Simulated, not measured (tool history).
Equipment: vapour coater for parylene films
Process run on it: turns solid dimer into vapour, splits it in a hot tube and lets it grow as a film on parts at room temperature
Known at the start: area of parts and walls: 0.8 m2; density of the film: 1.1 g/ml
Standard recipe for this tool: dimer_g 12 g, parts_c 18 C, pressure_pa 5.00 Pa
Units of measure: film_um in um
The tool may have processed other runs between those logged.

run   hour  dimer_g  parts_c  pressure_pa  film_um
  1    0.0       12       18         5.00     6.67
  2   19.1       12       18         5.00     6.65
  3   40.5       12       18         5.00     6.64
  4   77.0       12       18         5.00     6.67
  5  114.7       12       16         5.00     7.20
  6  140.7       12       16         5.00     7.21
  7  179.8       12       16         5.00     7.18
  8  206.6        7       18         5.00     3.83
  9  246.8        7       18         5.00     3.81
 10  270.6        7       18         5.00     3.80
 11  310.7        7       18         7.42     3.56
 12  356.4        7       18         7.42     3.49
     366.9  -- trap's valve overhauled
 13  399.2       12       18         5.00     7.24
 14  445.5       12       18         5.00     7.20
 15  488.9       12       18         5.00     7.17
 16  515.0       10       18         5.00     5.98
 17  551.2        5       14         5.00     3.57
 18  589.4        5       14         5.00     3.61

The next listed run, before its measurement:
 19  623.7        7       18         5.00        ?

film_um: 4.17 um
The same run, on a tool lacking any hidden state, would have yielded film_um 4.23 um.
